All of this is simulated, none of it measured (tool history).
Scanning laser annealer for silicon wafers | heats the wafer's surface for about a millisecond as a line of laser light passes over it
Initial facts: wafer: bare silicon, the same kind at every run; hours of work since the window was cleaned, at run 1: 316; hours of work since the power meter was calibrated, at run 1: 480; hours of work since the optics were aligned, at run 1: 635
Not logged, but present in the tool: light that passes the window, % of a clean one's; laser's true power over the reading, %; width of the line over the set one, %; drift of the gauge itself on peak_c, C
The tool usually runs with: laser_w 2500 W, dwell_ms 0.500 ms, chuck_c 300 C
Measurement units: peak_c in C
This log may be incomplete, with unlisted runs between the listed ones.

run,hour,laser_w,dwell_ms,chuck_c,hours of work since the window was cleaned,hours of work since the power meter was calibrated,hours of work since the optics were aligned,peak_c
1,0.0,2500,0.500,300,316,480,635,990
2,25.1,2500,0.500,300,330,494,650,988
3,51.6,2500,0.500,300,346,510,665,985
4,78.8,2500,0.500,300,361,525,681,986
5,97.3,2500,0.500,300,372,536,692,985
6,130.6,2500,0.500,300,391,555,711,982
7,153.4,2500,0.500,300,404,568,724,982
8,169.5,2500,0.500,300,414,578,733,981
9,188.6,2500,0.500,304,425,589,744,984
10,208.0,2500,0.500,300,436,600,756,982
11,230.9,2500,0.500,300,449,613,769,984
12,256.9,2500,0.500,300,464,628,784,981
13,279.5,2500,0.500,300,477,641,797,976
14,310.4,2500,0.500,300,495,659,815,979
15,339.5,2500,0.500,300,512,676,831,977
16,364.9,2401,0.500,300,527,691,846,947
17,382.2,2511,0.500,279,537,701,856,957
18,397.1,2133,0.609,283,545,709,865,905
19,419.4,2350,0.500,330,558,722,878,953
20,439.7,2333,0.352,273,570,734,889,782
21,461.4,2349,0.500,291,582,746,902,917
22,483.8,2416,0.352,277,595,759,915,805
23,504.7,2436,0.511,260,607,771,927,920
24,521.2,2193,0.511,282,617,781,936,864
25,544.4,2641,0.407,279,630,794,950,922
26,559.6,2500,0.500,262,639,803,959,935
27,584.9,2500,0.500,308,654,818,973,980
28,614.7,2542,0.453,320,671,835,990,968
29,648.3,2686,0.506,328,690,854,1010,1065

5 ways to go on from here, each from the tool as it stands after run 29. What would each give?
A,669.7,2686,0.479,328,703,867,1022,?
B,669.7,2356,0.427,278,703,867,1022,?
C,669.7,2471,0.589,298,703,867,1022,?
D,669.7,2540,0.376,300,703,867,1022,?
E,669.7,2686,0.506,336,703,867,1022,?

run,peak_c
A,1039
B,848
C,1019
D,880
E,1074
With the hidden condition removed and each run's random variation left untouched, the same runs would have given:
run,peak_c
A,1082
B,883
C,1063
D,916
E,1119
